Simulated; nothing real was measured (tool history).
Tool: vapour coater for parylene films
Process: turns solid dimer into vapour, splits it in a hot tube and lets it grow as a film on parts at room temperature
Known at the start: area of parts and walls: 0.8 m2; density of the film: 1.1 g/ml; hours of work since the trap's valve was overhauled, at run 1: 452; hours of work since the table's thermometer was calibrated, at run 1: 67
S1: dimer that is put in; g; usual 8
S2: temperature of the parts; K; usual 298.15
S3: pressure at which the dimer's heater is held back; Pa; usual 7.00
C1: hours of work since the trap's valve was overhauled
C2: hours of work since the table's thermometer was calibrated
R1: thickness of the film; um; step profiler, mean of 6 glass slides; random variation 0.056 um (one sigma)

run	day	S1	S2	S3	C1	C2	R1
1	0.000	8	298.15	7.00	452	67	6.22
# day 0.708: trap's valve overhauled
2	1.017	8	296.15	7.00	5	81	7.08
3	1.717	3	298.15	7.00	17	93	2.45
4	2.396	3	298.15	7.00	28	104	2.42
5	3.025	3	308.15	7.00	38	114	1.57
6	3.867	3	308.15	7.00	52	128	1.57
7	4.562	3	308.15	7.00	64	140	1.55
8	5.288	3	308.15	7.00	76	152	1.53
9	6.083	3	308.15	7.00	89	165	1.49
10	6.642	3	308.15	7.00	98	174	1.49
11	7.375	3	308.15	7.00	110	186	1.54
12	8.125	3	308.15	7.00	122	199	1.52
13	9.033	3	308.15	7.00	137	214	1.54
14	9.546	3	308.15	7.00	146	222	1.53
15	10.004	10	308.15	7.00	153	230	4.96
16	10.775	8	298.15	7.00	166	242	6.24
17	11.267	8	298.15	7.00	174	250	6.24
18	11.842	8	298.15	7.61	184	260	6.29
19	12.583	8	310.15	7.61	196	272	3.63
20	13.212	8	310.15	7.61	206	283	3.61
21	14.038	5	298.15	7.00	220	296	3.94
22	14.796	8	298.15	7.00	232	309	6.27
23	15.208	8	298.15	11.61	239	315	5.61
24	15.654	8	298.15	11.61	246	323	5.52
25	16.358	9	294.15	5.79	258	334	8.67
26	16.742	9	292.15	10.28	264	341	8.42
27	17.492	8	298.15	3.21	277	353	7.23
28	18.412	12	298.15	7.21	292	368	9.21
29	19.212	8	302.15	7.00	305	381	5.12
30	19.804	9	309.15	7.00	315	391	4.15
31	20.579	5	308.15	4.95	328	404	2.57
32	21.408	3	298.15	4.27	341	418	2.52
33	21.833	5	305.15	2.57	348	425	3.34
34	22.400	5	305.15	2.57	358	434	3.32
35	23.150	5	295.15	7.00	370	446	4.36
36	23.638	5	295.15	7.00	378	454	4.34
37	24.258	5	295.15	7.00	388	465	4.36
38	25.112	5	294.15	10.17	402	479	4.19
39	25.929	7	301.15	7.00	416	492	4.65
40	26.312	5	295.15	7.00	422	499	4.29
41	27.100	5	305.15	7.00	435	512	2.72
42	27.900	8	294.15	3.24	448	525	8.33
43	28.554	8	303.15	11.53	459	536	4.31
# day 28.779: trap's valve overhauled
44	29.508	5	309.15	11.53	12	549	2.27
45	30.092	6	309.15	11.53	22	558	2.64
46	30.754	13	293.15	2.34	33	569	14.43

Forecast each of these 4 alternatives for the next run:
A	31.208	4	298.15	5.87	40	577	?
B	31.208	3	306.15	9.81	40	577	?
C	31.208	6	298.15	7.00	40	577	?
D	31.208	8	296.15	7.00	40	577	?

run	R1
A	3.31
B	1.54
C	4.80
D	7.06
Without the tool's hidden state the same runs would have given:
run	R1
A	3.43
B	1.60
C	4.97
D	7.30
